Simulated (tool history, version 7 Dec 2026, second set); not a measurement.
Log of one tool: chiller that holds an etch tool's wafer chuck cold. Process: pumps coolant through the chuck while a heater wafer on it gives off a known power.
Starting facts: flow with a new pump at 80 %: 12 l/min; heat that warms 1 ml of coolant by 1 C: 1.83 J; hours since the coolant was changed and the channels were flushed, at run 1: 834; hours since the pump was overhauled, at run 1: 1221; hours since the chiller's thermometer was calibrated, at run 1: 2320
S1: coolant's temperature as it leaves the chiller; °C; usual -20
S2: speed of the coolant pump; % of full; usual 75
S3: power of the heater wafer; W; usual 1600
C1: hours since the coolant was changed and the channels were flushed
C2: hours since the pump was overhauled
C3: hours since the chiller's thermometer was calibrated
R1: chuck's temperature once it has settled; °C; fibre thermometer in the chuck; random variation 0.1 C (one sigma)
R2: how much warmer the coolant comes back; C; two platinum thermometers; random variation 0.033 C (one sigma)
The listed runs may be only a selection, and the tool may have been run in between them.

run 1 hour=0.0 | S1=-20 S2=75 S3=1600 | C1=834 C2=1221 C3=2320 | R1=-8.6 R2=4.81
run 2 hour=100.5 | S1=-20 S2=75 S3=1600 | C1=934 C2=1321 C3=2421 | R1=-8.6 R2=4.82
run 3 hour=189.1 | S1=-24 S2=75 S3=1600 | C1=1023 C2=1410 C3=2509 | R1=-12.5 R2=4.77
-- hour=278.8 chiller's thermometer calibrated
run 4 hour=278.8 | S1=-24 S2=75 S3=1600 | C1=1112 C2=1498 C3=0 | R1=-12.9 R2=4.78
run 5 hour=362.0 | S1=-20 S2=75 S3=1600 | C1=1195 C2=1582 C3=83 | R1=-9.0 R2=4.76
run 6 hour=463.8 | S1=-20 S2=75 S3=1600 | C1=1297 C2=1683 C3=185 | R1=-9.0 R2=4.76
run 7 hour=571.2 | S1=-20 S2=75 S3=1600 | C1=1404 C2=1791 C3=292 | R1=-8.9 R2=4.85
run 8 hour=661.3 | S1=-20 S2=69 S3=1600 | C1=1494 C2=1881 C3=382 | R1=-8.1 R2=5.22
run 9 hour=766.0 | S1=-20 S2=69 S3=1600 | C1=1599 C2=1986 C3=487 | R1=-8.1 R2=5.22
-- hour=782.2 coolant pump overhauled
run 10 hour=868.7 | S1=-20 S2=69 S3=1600 | C1=1697 C2=86 C3=585 | R1=-7.9 R2=5.30
run 11 hour=925.9 | S1=-20 S2=75 S3=1158 | C1=1754 C2=144 C3=642 | R1=-11.9 R2=3.53
run 12 hour=1030.5 | S1=-22 S2=69 S3=1158 | C1=1858 C2=248 C3=747 | R1=-13.3 R2=3.81
run 13 hour=1097.3 | S1=-22 S2=69 S3=1158 | C1=1925 C2=315 C3=814 | R1=-13.3 R2=3.87
run 14 hour=1170.8 | S1=-22 S2=96 S3=1158 | C1=1999 C2=389 C3=887 | R1=-14.9 R2=2.80
run 15 hour=1252.7 | S1=-22 S2=96 S3=1158 | C1=2081 C2=470 C3=969 | R1=-14.9 R2=2.79
run 16 hour=1328.6 | S1=-12 S2=66 S3=1788 | C1=2156 C2=546 C3=1045 | R1=2.0 R2=6.19

Expected results for the next run?
-- hour=1434.0 coolant pump overhauled, once more
run 17 hour=1439.0 | S1=-12 S2=85 S3=1596 | C1=2262 C2=5 C3=1150 | R1=? R2=?

Run 17 measured R1 -2.0 °C, R2 4.11 C.
Minus the tool's unlogged condition, the same run would have read R1 -2.3 °C, R2 4.12 C.
